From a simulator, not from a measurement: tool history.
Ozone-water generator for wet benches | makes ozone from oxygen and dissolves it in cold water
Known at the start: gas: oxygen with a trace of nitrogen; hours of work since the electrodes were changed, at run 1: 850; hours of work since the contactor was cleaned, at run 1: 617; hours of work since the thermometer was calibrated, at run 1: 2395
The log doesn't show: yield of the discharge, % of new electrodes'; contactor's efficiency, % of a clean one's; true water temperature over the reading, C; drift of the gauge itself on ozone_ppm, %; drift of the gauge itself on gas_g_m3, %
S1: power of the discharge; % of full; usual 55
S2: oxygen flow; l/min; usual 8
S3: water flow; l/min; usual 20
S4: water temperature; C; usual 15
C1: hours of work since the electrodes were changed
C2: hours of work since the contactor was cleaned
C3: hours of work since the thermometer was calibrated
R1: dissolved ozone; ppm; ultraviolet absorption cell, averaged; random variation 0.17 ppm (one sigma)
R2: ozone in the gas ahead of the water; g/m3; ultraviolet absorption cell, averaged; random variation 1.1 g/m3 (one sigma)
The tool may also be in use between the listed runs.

run   hour  S1     S2  S3  S4    C1    C2    C3    R1     R2
  1      0  55      8  20  15   850   617  2395  23.2  186.9
  2   34.6  55      8  20  15   878   646  2423    23  187.6
  3   59.4  42      8  20  15   899   666  2444    20  161.9
  4   86.7  55      8  20  15   921   689  2466  23.1  187.7
  5  133.3  55      8  20  15   960   727  2505  23.3  186.4
  6  154.8  55      8  20  16   977   745  2523  23.1  189.9
  7  182.8  55      8  20  16  1001   768  2546  22.7  188.9
  8  206.6  55      8  20  16  1020   787  2565  22.8  186.5
  9  231.2  74  12.33  20  15  1041   808  2586  27.2  186.7
 10  256.6  87   7.03  31  18  1062   829  2607  18.1  253.9
 11  289.1  87   10.7  31  11  1088   856  2633  21.7  215.5
 12  321.7  87   10.7  31  11  1115   882  2660  21.8  215.4
 13  352.6  87   9.16  31  16  1141   908  2686  20.1  229.8
 14    401  82  10.94  32  18  1181   948  2726  18.1  208.7
 15  448.3  69      8  24  15  1220   987  2765  22.2  213.9
 16  494.8  52      8  12   9  1258  1025  2803  37.1  183.4

Some steps in R2 between neighbouring runs. How much of each would the tool show without its hidden state too (settings, what came in, random variation), and how much is left for the hidden state, with any gauge scatter that isn't in both results?
Run 9 -> 10: S1 74 -> 87, S2 12.33 -> 7.03, S3 20 -> 31, S4 15 -> 18. R2 +67.2 g/m3: hidden state +0.4, all else +66.8.

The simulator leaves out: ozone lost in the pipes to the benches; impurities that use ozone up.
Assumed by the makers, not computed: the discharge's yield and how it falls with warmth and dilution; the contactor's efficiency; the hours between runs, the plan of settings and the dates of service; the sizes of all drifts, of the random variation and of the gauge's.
